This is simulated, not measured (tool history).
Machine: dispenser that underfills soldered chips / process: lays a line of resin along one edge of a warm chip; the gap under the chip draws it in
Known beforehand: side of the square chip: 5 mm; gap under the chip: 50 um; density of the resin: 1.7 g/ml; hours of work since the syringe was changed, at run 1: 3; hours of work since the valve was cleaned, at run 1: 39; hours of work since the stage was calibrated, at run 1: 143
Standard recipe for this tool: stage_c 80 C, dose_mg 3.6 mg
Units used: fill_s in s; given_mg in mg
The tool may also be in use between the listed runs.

run	day	stage_c	dose_mg	hours of work since the syringe was changed	hours of work since the valve was cleaned	hours of work since the stage was calibrated	fill_s	given_mg
1	0	80	3.6	3	39	143	36.6	3.53
# day 0.308: new syringe of resin
2	0.442	80	3.6	2	46	150	35.1	3.52
3	0.729	80	3.6	7	51	155	49.2	3.49
# day 0.817: new syringe of resin
4	0.983	80	3.21	3	55	159	36.9	3.13
5	1.171	80	3.6	6	58	162	45.2	3.49
# day 1.317: new syringe of resin
6	1.567	80	3.6	4	65	168	39.8	3.44
# day 1.842: new syringe of resin
7	1.967	90	3.6	2	71	175	22.3	3.44
8	2.242	70	3.6	7	76	179	70.4	3.45
# day 2.342: new syringe of resin
# day 2.462: dispensing valve cleaned and set on the balance
9	2.717	70	3.6	6	4	186	65.3	3.61
# day 2.875: new syringe of resin
10	2.929	85	3.6	1	8	190	25.3	3.62
11	3.212	80	3.82	6	12	195	43.7	3.79
# day 3.388: new syringe of resin
12	3.517	80	3.6	2	17	199	33.2	3.57
# day 3.879: new syringe of resin
13	3.883	80	3.6	0	23	205	29.6	3.54
14	4.062	80	3.6	3	26	208	36.1	3.56
15	4.258	80	3.6	6	29	212	45.9	3.54
# day 4.392: new syringe of resin
16	4.575	80	3.6	3	34	217	36.2	3.54
17	4.771	80	4.13	6	38	220	45.6	4.08
# day 4.917: new syringe of resin
18	5.067	80	4.13	3	42	225	33.7	4.05
19	5.338	95	3.67	7	47	229	27	3.58
# day 5.442: new syringe of resin
20	5.671	94	4.1	4	52	234	21.9	3.98
# day 5.958: new syringe of resin
21	6.029	82	3.28	1	58	240	28.7	3.16
22	6.379	82	3.28	7	64	246	43.7	3.16
# day 6.479: new syringe of resin
23	6.658	82	3.28	3	68	251	32.3	3.15
# day 6.988: new syringe of resin
24	7.096	82	3.28	2	75	258	30.2	3.14
# day 7.292: dispensing valve cleaned and set on the balance
25	7.417	74	3.85	6	2	262	55.5	3.85
# day 7.533: new syringe of resin
26	7.875	88	3.72	6	10	270	31.3	3.71
# day 8.025: new syringe of resin
27	8.1	88	3.72	1	13	273	22.7	3.71
28	8.433	89	4.31	7	19	279	32.7	4.28
# day 8.529: new syringe of resin
29	8.846	82	3.6	5	25	286	37.6	3.53
# day 9.054: new syringe of resin
30	9.096	88	3.6	1	29	289	21.8	3.54
31	9.488	74	3.88	7	36	296	60.5	3.82
# day 9.579: new syringe of resin
32	9.712	77	4.61	2	39	300	37	4.49
# day 10.079: new syringe of resin
33	10.146	77	3.97	1	46	307	33.6	3.87
34	10.383	77	3.97	5	50	311	44.7	3.87
# day 10.596: new syringe of resin
35	10.767	95	4.54	3	57	317	18.7	4.41

What if the next run were any one of these 4? Each begins from the tool's condition after run 35:
A	11.017	71	4.61	7	61	321	?	?
B	11.017	89	3.6	7	61	321	?	?
C	11.017	95	4.17	7	61	321	?	?
D	11.017	78	3.62	7	61	321	?	?

run	fill_s	given_mg
A	65.7	4.46
B	32.6	3.47
C	25.4	4.04
D	49.1	3.51
Take away the tool's hidden state, keep each run's random variation, and the runs would have read:
run	fill_s	given_mg
A	43.7	4.61
B	21.5	3.58
C	16.6	4.17
D	32.4	3.62
